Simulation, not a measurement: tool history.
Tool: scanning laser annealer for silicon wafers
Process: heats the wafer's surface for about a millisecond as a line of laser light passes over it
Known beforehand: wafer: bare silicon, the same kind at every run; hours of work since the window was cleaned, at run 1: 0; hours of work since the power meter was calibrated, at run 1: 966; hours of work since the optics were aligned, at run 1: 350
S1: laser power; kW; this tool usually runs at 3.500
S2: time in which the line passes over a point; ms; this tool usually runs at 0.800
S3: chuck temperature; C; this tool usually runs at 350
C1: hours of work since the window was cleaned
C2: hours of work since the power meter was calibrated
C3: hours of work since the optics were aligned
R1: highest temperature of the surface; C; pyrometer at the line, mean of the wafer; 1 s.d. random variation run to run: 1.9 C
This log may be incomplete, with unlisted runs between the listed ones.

| run | hour | S1 | S2 | S3 | C1 | C2 | C3 | R1 |
|---|---|---|---|---|---|---|---|---|
| 1 | 0.0 | 3.500 | 0.800 | 350 | 0 | 966 | 350 | 1104 |
| 2 | 29.5 | 3.500 | 0.800 | 350 | 18 | 984 | 368 | 1104 |
| 3 | 60.6 | 3.500 | 0.800 | 350 | 37 | 1003 | 387 | 1099 |
| 4 | 121.1 | 3.500 | 0.800 | 350 | 74 | 1040 | 424 | 1098 |
| 5 | 150.8 | 3.500 | 0.696 | 350 | 92 | 1058 | 442 | 1048 |
| 6 | 201.2 | 3.500 | 0.696 | 350 | 122 | 1088 | 473 | 1044 |
| 7 | 253.1 | 3.500 | 0.696 | 350 | 154 | 1120 | 504 | 1042 |
| 8 | 282.9 | 3.500 | 0.696 | 350 | 172 | 1138 | 522 | 1044 |
| 9 | 345.2 | 3.500 | 0.696 | 350 | 210 | 1176 | 560 | 1041 |
| 10 | 384.8 | 3.500 | 0.696 | 350 | 234 | 1200 | 584 | 1038 |
| 11 | 432.2 | 3.500 | 0.800 | 350 | 262 | 1229 | 613 | 1082 |
| 12 | 468.4 | 3.500 | 0.800 | 350 | 284 | 1251 | 635 | 1083 |
| 13 | 536.6 | 3.500 | 0.800 | 350 | 326 | 1292 | 676 | 1080 |
| 14 | 588.1 | 3.500 | 0.800 | 350 | 357 | 1323 | 708 | 1076 |
| 15 | 638.7 | 3.500 | 0.800 | 350 | 388 | 1354 | 738 | 1074 |
| 16 | 686.3 | 3.500 | 0.800 | 350 | 417 | 1383 | 767 | 1075 |
|  | 693.6 | laser's power meter calibrated |
| 17 | 730.0 | 3.500 | 0.800 | 350 | 441 | 22 | 792 | 1070 |
| 18 | 760.4 | 3.500 | 0.800 | 359 | 460 | 41 | 810 | 1079 |
| 19 | 808.7 | 3.500 | 0.892 | 350 | 489 | 70 | 840 | 1110 |
| 20 | 872.5 | 3.500 | 0.745 | 350 | 528 | 109 | 878 | 1039 |
|  | 910.0 | window over the wafer cleaned |
| 21 | 927.1 | 3.123 | 0.858 | 367 | 10 | 141 | 910 | 1064 |
| 22 | 965.6 | 3.545 | 0.700 | 334 | 34 | 164 | 934 | 1044 |
|  | 987.2 | laser's power meter calibrated, once more |
| 23 | 1021.4 | 3.545 | 0.700 | 334 | 66 | 21 | 966 | 1041 |
| 24 | 1063.3 | 3.545 | 0.834 | 334 | 91 | 46 | 991 | 1101 |
| 25 | 1104.2 | 3.545 | 0.834 | 334 | 116 | 71 | 1016 | 1103 |
| 26 | 1158.1 | 3.019 | 0.800 | 350 | 149 | 104 | 1049 | 997 |
| 27 | 1200.1 | 3.019 | 0.600 | 350 | 174 | 129 | 1074 | 910 |
| 28 | 1238.5 | 3.019 | 0.933 | 380 | 198 | 153 | 1098 | 1077 |
| 29 | 1280.5 | 3.198 | 0.775 | 350 | 223 | 178 | 1123 | 1018 |
| 30 | 1329.4 | 3.265 | 0.660 | 329 | 253 | 208 | 1153 | 954 |
| 31 | 1379.4 | 3.265 | 0.660 | 329 | 283 | 238 | 1183 | 957 |
| 32 | 1424.4 | 3.618 | 0.660 | 331 | 311 | 265 | 1211 | 1017 |
| 33 | 1452.7 | 3.618 | 0.660 | 331 | 328 | 283 | 1228 | 1014 |
| 34 | 1493.0 | 3.253 | 0.747 | 331 | 352 | 307 | 1252 | 989 |
| 35 | 1529.6 | 3.253 | 0.747 | 357 | 374 | 329 | 1274 | 1015 |
| 36 | 1575.5 | 2.996 | 0.926 | 357 | 402 | 357 | 1302 | 1029 |
| 37 | 1643.6 | 2.996 | 0.926 | 357 | 444 | 399 | 1344 | 1027 |
| 38 | 1684.7 | 2.996 | 0.926 | 357 | 469 | 423 | 1369 | 1026 |

Alternative continuations, all from the tool just after run 38; predict every row:
| A | 1745.8 | 3.633 | 0.898 | 351 | 506 | 461 | 1406 | ? |
| B | 1745.8 | 3.500 | 0.608 | 332 | 506 | 461 | 1406 | ? |
| C | 1745.8 | 3.655 | 0.914 | 357 | 506 | 461 | 1406 | ? |

| run | R1 |
|---|---|
| A | 1134 |
| B | 959 |
| C | 1151 |
Had the tool no hidden state, the same runs would have come out as:
| run | R1 |
|---|---|
| A | 1182 |
| B | 998 |
| C | 1200 |
